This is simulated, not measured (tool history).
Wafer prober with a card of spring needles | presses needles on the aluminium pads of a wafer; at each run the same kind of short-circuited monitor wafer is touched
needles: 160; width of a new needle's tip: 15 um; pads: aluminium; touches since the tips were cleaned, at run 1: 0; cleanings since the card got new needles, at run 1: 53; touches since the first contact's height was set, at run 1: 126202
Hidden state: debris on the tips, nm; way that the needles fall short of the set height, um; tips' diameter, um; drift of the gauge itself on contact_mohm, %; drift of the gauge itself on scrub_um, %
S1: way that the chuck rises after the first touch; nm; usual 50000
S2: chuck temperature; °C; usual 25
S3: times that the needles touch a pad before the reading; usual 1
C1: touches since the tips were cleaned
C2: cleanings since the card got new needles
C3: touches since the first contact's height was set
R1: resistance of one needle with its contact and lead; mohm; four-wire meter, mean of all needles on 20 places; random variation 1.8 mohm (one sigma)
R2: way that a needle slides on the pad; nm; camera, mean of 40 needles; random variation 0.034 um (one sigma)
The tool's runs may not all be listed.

run,day,S1,S2,S3,C1,C2,C3,R1,R2
1,0,50000,25,1,0,53,126202,193,8680
# day 0.433: tips cleaned on abrasive film
# day 0.779: tips cleaned on abrasive film
2,1.071,50000,25,1,4294,55,141895,241,8620
# day 1.162: tips cleaned on abrasive film
# day 1.596: tips cleaned on abrasive film
# day 2.029: tips cleaned on abrasive film
# day 2.462: tips cleaned on abrasive film
3,2.5,50000,25,1,563,59,162723,204,8460
# day 2.846: tips cleaned on abrasive film
# day 3.279: tips cleaned on abrasive film
# day 3.625: tips cleaned on abrasive film
# day 4.058: tips cleaned on abrasive film
4,4.088,50000,25,1,430,63,185952,203,8460
# day 4.438: tips cleaned on abrasive film
# day 4.792: height of the first contact set anew
# day 4.883: tips cleaned on abrasive film
# day 5.312: tips cleaned on abrasive film
# day 5.746: tips cleaned on abrasive film
# day 6.179: tips cleaned on abrasive film
5,6.346,50000,34,1,2465,68,22731,234,8220
# day 6.608: tips cleaned on abrasive film
# day 7.042: tips cleaned on abrasive film
# day 7.475: tips cleaned on abrasive film
# day 7.821: tips cleaned on abrasive film
# day 8.254: tips cleaned on abrasive film
6,8.529,50000,25,2,4047,73,54643,225,8160
# day 8.621: tips cleaned on abrasive film
# day 8.967: tips cleaned on abrasive film
# day 9.4: tips cleaned on abrasive film
# day 9.833: tips cleaned on abrasive film
# day 10.267: tips cleaned on abrasive film
7,10.567,50000,50,2,4443,78,84418,231,8100
# day 10.658: tips cleaned on abrasive film
# day 11.004: tips cleaned on abrasive film
# day 11.438: tips cleaned on abrasive film
8,11.575,50000,50,2,2012,81,99096,223,8040
# day 11.838: tips cleaned on abrasive film
# day 12.267: tips cleaned on abrasive film
9,12.562,50000,50,2,4315,83,113544,237,8000
# day 12.65: tips cleaned on abrasive film
# day 13: tips cleaned on abrasive film
# day 13.433: tips cleaned on abrasive film
# day 13.779: tips cleaned on abrasive film
# day 14.125: tips cleaned on abrasive film
# day 14.558: tips cleaned on abrasive film
10,14.846,50000,50,2,4256,89,146932,238,7910
# day 14.938: tips cleaned on abrasive film
# day 15.371: tips cleaned on abrasive film
# day 15.804: tips cleaned on abrasive film
# day 16.238: tips cleaned on abrasive film
# day 16.671: tips cleaned on abrasive film
# day 16.767: height of the first contact set anew, once more
11,17.012,57000,43,1,4910,94,3644,235,10220
# day 17.104: tips cleaned on abrasive film
# day 17.45: tips cleaned on abrasive film
# day 17.883: tips cleaned on abrasive film
# day 18.317: tips cleaned on abrasive film
# day 18.75: tips cleaned on abrasive film
12,18.975,57000,43,1,3329,99,32305,228,10050
# day 19.154: tips cleaned on abrasive film
# day 19.5: tips cleaned on abrasive film
# day 19.933: tips cleaned on abrasive film
13,19.975,57000,58,2,638,102,46874,203,10070
# day 20.325: tips cleaned on abrasive film
# day 20.671: tips cleaned on abrasive film
# day 21.104: tips cleaned on abrasive film
# day 21.538: tips cleaned on abrasive film
# day 21.883: tips cleaned on abrasive film
14,22.092,33000,45,1,3040,107,77778,304,5730
# day 22.267: tips cleaned on abrasive film
# day 22.7: tips cleaned on abrasive film
# day 23.133: tips cleaned on abrasive film
15,23.296,33000,45,1,2431,110,95407,304,5680
# day 23.558: tips cleaned on abrasive film
# day 23.904: tips cleaned on abrasive film
# day 24.338: tips cleaned on abrasive film
# day 24.771: tips cleaned on abrasive film
16,24.942,50000,25,2,2485,114,119424,217,8580

4 ways to go on from here, each from the tool as it stands after run 16. What would each give?
# day 25.2: tips cleaned on abrasive film
# day 25.633: tips cleaned on abrasive film
# day 26.067: tips cleaned on abrasive film
# day 26.5: tips cleaned on abrasive film
# day 26.933: tips cleaned on abrasive film
# day 27.329: tips cleaned on abrasive film
A,27.329,50000,29,2,0,120,154324,?,?
# day 25.2: tips cleaned on abrasive film
# day 25.633: tips cleaned on abrasive film
# day 26.067: tips cleaned on abrasive film
# day 26.5: tips cleaned on abrasive film
# day 26.933: tips cleaned on abrasive film
# day 27.329: tips cleaned on abrasive film
B,27.329,54000,25,2,0,120,154324,?,?
# day 25.2: tips cleaned on abrasive film
# day 25.633: tips cleaned on abrasive film
# day 26.067: tips cleaned on abrasive film
# day 26.5: tips cleaned on abrasive film
# day 26.933: tips cleaned on abrasive film
# day 27.329: tips cleaned on abrasive film
C,27.329,50000,74,2,0,120,154324,?,?
# day 25.2: tips cleaned on abrasive film
# day 25.633: tips cleaned on abrasive film
# day 26.067: tips cleaned on abrasive film
# day 26.5: tips cleaned on abrasive film
# day 26.933: tips cleaned on abrasive film
# day 27.329: tips cleaned on abrasive film
D,27.329,51000,88,1,0,120,154324,?,?

run,R1,R2
A,196,8530
B,193,9200
C,205,8460
D,210,8720
Without the tool's hidden state the same runs would have given:
run,R1,R2
A,188,8960
B,186,9630
C,197,8900
D,200,9150

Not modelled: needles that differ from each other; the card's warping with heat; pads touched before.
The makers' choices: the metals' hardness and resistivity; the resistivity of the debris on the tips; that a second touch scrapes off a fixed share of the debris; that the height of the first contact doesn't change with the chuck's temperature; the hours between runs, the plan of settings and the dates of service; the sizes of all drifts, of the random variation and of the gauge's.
